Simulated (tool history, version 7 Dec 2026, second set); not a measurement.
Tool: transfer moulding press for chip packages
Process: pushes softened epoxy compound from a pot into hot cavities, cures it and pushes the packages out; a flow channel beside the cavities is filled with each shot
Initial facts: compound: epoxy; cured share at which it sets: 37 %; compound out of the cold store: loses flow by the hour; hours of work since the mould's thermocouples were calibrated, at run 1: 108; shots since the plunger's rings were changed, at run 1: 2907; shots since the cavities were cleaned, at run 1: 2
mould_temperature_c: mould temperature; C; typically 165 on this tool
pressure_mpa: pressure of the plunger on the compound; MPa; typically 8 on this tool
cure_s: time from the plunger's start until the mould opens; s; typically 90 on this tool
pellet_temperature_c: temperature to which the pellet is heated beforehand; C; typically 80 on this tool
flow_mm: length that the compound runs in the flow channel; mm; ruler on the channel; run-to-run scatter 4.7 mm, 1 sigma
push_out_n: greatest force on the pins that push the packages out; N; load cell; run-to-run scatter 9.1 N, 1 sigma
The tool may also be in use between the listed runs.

run     day  mould_temperature_c  pressure_mpa  cure_s  pellet_temperature_c  hours of work since the mould's thermocouples were calibrated  shots since the plunger's rings were changed  shots since the cavities were cleaned  incoming compound's hours out of the cold store  flow_mm  push_out_n
  1       0                  165             8      90                    80                                                            108                                          2907                                      2                                             47.8      761         416
  2     1.1                  165             8      90                    80                                                            121                                          3147                                    242                                             13.1      932         719
  3   1.788                  165             8      90                    80                                                            130                                          3297                                    392                                             47.6      766         705
      2.354  -- cavities cleaned with cleaning compound and waxed
  4   2.667                  160             8      90                    80                                                            140                                          3476                                     68                                             24.4      885         798
  5   3.729                  160             8      90                    80                                                            153                                          3708                                    300                                             42.2      802         980
  6   4.446                  160             8      90                    80                                                            162                                          3865                                    457                                             28.7      862        1159
      4.662  -- cavities cleaned with cleaning compound and waxed
  7   5.133                  160             8      90                    80                                                            169                                          4002                                    103                                             33.3      833         774
  8     5.6                  160             8     106                    80                                                            175                                          4104                                    205                                             39.4      803         634
  9   6.383                  165             8     107                    80                                                            185                                          4274                                    375                                             34.9      810         549
          7  -- cavities cleaned with cleaning compound and waxed
 10   7.425                  165             8     107                    80                                                            197                                          4489                                     93                                             45.4      754         384
 11   8.088                  165             8     107                    80                                                            205                                          4633                                    237                                             34.1      796         512
 12   9.192                  165             8     107                    80                                                            218                                          4875                                    479                                              9.6      916         629
       9.35  -- cavities cleaned with cleaning compound and waxed
 13   9.917                  165             8     107                    80                                                            226                                          5020                                    125                                             29.7      811         441
 14  10.933                  165             8     107                    80                                                            239                                          5242                                    347                                             30.5      804         548
      11.65  -- cavities cleaned with cleaning compound and waxed
 15   12.05                  165             8     107                    80                                                            252                                          5472                                     88                                             37.8      777         387
 16  12.954                  165             8     107                    80                                                            263                                          5670                                    286                                             12.2      883         529
     13.946  -- cavities cleaned with cleaning compound and waxed
 17  14.121                  165           9.4      90                    80                                                            277                                          5911                                     38                                             10.8      967         526
 18  15.238                  165           6.2     113                    80                                                            290                                          6155                                    282                                             22.1      729         495
 19  15.954                  169          7.16     112                    82                                                            299                                          6312                                    439                                             36.7      703         496
     16.296  -- cavities cleaned with cleaning compound and waxed
 20   17.15                  165          8.82      90                    80                                                            313                                          6559                                    187                                             19.3      880         640
     18.054  -- plunger's sealing rings changed
 21  18.208                  165          8.82      90                    80                                                            325                                            33                                    396                                             23.1      976         769
     18.738  -- cavities cleaned with cleaning compound and waxed
 22  19.254                  165          7.23      97                    88                                                            337                                           248                                    113                                             47.8      760         439
 23  19.967                  160          8.65      71                    89                                                            346                                           403                                    268                                             14.2     1033        1664
 24  20.858                  162             8      90                    76                                                            357                                           598                                    463                                             13.6      975        1099
     21.071  -- cavities cleaned with cleaning compound and waxed
 25  21.725                  162             8      90                    76                                                            367                                           774                                    143                                             18.4      956         797
 26  22.329                  165          9.69      79                    80                                                            374                                           907                                    276                                             21.4     1004        1017
 27  22.929                  173          6.85      85                    82                                                            381                                          1037                                    406                                             28.1      785         558

Measured minus without-hidden-state, run by run (identical run-to-run variation in each term; gauge scatter may differ):
Hidden state at play: true mould temperature over the reading, C; pressure that reaches the compound, % of what is set; grip of the stained cavities, % over clean ones'; drift of the gauge itself on flow_mm, %; drift of the gauge itself on push_out_n, %.
run  flow_mm  push_out_n
  1      -40         +10
  2      -54        +240
  3      -45        +291
  4      -55        +124
  5      -53        +366
  6      -60        +509
  7      -61        +168
  8      -61        +203
  9      -64        +221
 10      -63         +72
 11      -69        +172
 12      -84        +282
 13      -77        +106
 14      -80        +218
 15      -82         +77
 16      -97        +195
 17     -112         +65
 18      -88        +178
 19      -88        +208
 20     -115        +203
 21       -2        +333
 22       -5         +98
 23       -8        +600
 24      -12        +506
 25      -14        +231
 26      -18        +386
 27      -16        +238

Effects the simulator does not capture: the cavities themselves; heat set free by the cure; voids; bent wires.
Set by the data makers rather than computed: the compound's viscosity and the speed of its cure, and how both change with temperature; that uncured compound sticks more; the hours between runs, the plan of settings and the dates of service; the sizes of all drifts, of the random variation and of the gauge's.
